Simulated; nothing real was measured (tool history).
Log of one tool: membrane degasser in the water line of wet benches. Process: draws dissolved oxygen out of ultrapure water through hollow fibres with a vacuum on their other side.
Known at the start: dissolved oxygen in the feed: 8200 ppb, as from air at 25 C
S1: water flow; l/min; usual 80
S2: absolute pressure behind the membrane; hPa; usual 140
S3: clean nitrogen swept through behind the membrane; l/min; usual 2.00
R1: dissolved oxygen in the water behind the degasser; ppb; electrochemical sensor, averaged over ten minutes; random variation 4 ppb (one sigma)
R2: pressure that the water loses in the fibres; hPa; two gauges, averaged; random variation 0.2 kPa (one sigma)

run,hour,S1,S2,S3,R1,R2
1,0.0,80,140,2.00,983.5,457.6
2,24.8,80,140,2.00,982.8,455.9
3,65.0,80,140,2.00,982.5,458.0
4,93.8,80,140,2.00,975.8,456.5
5,129.9,80,140,2.00,979.0,456.5
6,162.1,119,140,2.00,1549.7,681.3
7,208.5,119,140,2.00,1566.8,681.1
8,240.9,56,140,2.00,667.5,318.6
9,272.4,80,140,4.40,609.6,454.6
10,323.7,80,140,2.00,987.3,459.0
11,345.9,80,140,2.00,982.5,453.4
12,378.2,80,140,5.12,557.1,455.7
13,410.6,80,140,5.12,557.2,457.6
14,436.1,80,316,2.00,1991.3,456.9
15,458.8,80,140,2.46,869.8,455.9
16,481.2,80,140,2.46,872.6,458.5
17,521.2,80,134,2.00,942.8,455.9
18,552.2,80,134,2.00,959.2,455.4
19,606.0,60,140,3.61,470.9,345.0
20,629.1,60,140,3.61,471.2,343.7
21,651.7,54,140,2.00,653.5,309.8
22,686.5,80,140,1.49,1192.0,455.8
23,726.4,80,140,1.49,1188.3,456.1
24,759.0,114,330,1.49,3080.0,653.9
25,799.3,59,233,3.66,727.1,338.0
26,844.9,84,225,1.95,1585.0,480.5
27,881.3,55,111,1.80,523.7,315.6
28,916.7,48,87,2.07,292.1,274.9
29,955.5,64,87,2.07,422.4,371.0
30,993.4,64,176,1.80,1012.5,365.1
31,1022.4,64,176,1.80,1016.6,368.3

Taken out of this log: 2 entries between the listed runs. Where each belongs, and how the hidden state differs across it:
Between runs 17 and 18: vacuum gauge calibrated (hour 526.4)
  true pressure behind the membrane over the reading, kPa: 0.39 -> 0.6
  measured less the result without the state, R1: +30.3 -> +44.0 ppb; R2: +3.5 -> +3.5 hPa
Between runs 23 and 24: vacuum gauge calibrated, once more (hour 736.9)
  true pressure behind the membrane over the reading, kPa: 0.61 -> -0.04
  measured less the result without the state, R1: +52.9 -> +3.8 ppb; R2: +3.9 -> +5.7 hPa

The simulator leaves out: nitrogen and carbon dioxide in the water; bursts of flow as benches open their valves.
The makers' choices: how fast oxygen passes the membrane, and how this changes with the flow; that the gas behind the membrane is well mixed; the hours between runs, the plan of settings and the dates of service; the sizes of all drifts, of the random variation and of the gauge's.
